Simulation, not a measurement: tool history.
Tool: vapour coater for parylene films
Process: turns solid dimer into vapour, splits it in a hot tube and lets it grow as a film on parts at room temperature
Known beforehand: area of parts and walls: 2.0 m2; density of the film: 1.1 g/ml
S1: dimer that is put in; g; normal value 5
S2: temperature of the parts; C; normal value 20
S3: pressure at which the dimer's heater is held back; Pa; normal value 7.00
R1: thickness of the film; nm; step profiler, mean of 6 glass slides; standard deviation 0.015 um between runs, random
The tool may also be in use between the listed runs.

| run | hour | S1 | S2 | S3 | R1 |
|---|---|---|---|---|---|
| 1 | 0.0 | 5 | 20 | 7.00 | 1070 |
| 2 | 41.6 | 5 | 20 | 7.00 | 1060 |
| 3 | 71.9 | 5 | 20 | 7.00 | 1070 |
| 4 | 103.5 | 5 | 20 | 7.00 | 1070 |
| 5 | 144.5 | 5 | 20 | 7.00 | 1090 |
| 6 | 179.5 | 5 | 20 | 7.00 | 1060 |
| 7 | 228.0 | 5 | 26 | 7.00 | 840 |
| 8 | 271.8 | 5 | 24 | 7.00 | 910 |
| 9 | 319.4 | 5 | 24 | 7.00 | 860 |
|  | 365.0 | trap's valve overhauled |
| 10 | 370.7 | 5 | 24 | 7.00 | 990 |
| 11 | 396.4 | 5 | 20 | 7.00 | 1180 |
| 12 | 416.7 | 5 | 20 | 7.00 | 1170 |
| 13 | 452.0 | 5 | 20 | 7.00 | 1130 |
| 14 | 486.8 | 5 | 16 | 2.33 | 1400 |
| 15 | 527.1 | 7 | 24 | 9.81 | 1340 |
| 16 | 557.5 | 4 | 29 | 2.11 | 730 |
| 17 | 593.5 | 5 | 12 | 2.11 | 1640 |
| 18 | 627.6 | 5 | 12 | 2.11 | 1630 |
| 19 | 659.8 | 5 | 16 | 2.87 | 1370 |
| 20 | 709.2 | 3 | 20 | 7.00 | 660 |
| 21 | 758.7 | 5 | 26 | 7.00 | 860 |
| 22 | 793.5 | 5 | 17 | 7.00 | 1180 |

Branching from run 22: 4 alternative next runs. What would each branch give?
| A | 843.8 | 7 | 13 | 2.58 | ? |
| B | 843.8 | 4 | 26 | 3.17 | ? |
| C | 843.8 | 5 | 20 | 5.18 | ? |
| D | 843.8 | 5 | 17 | 8.87 | ? |

| run | R1 |
|---|---|
| A | 2110 |
| B | 740 |
| C | 1110 |
| D | 1200 |
With the hidden condition removed and each run's random variation left untouched, the same runs would have given:
| run | R1 |
|---|---|
| A | 2290 |
| B | 800 |
| C | 1200 |
| D | 1300 |
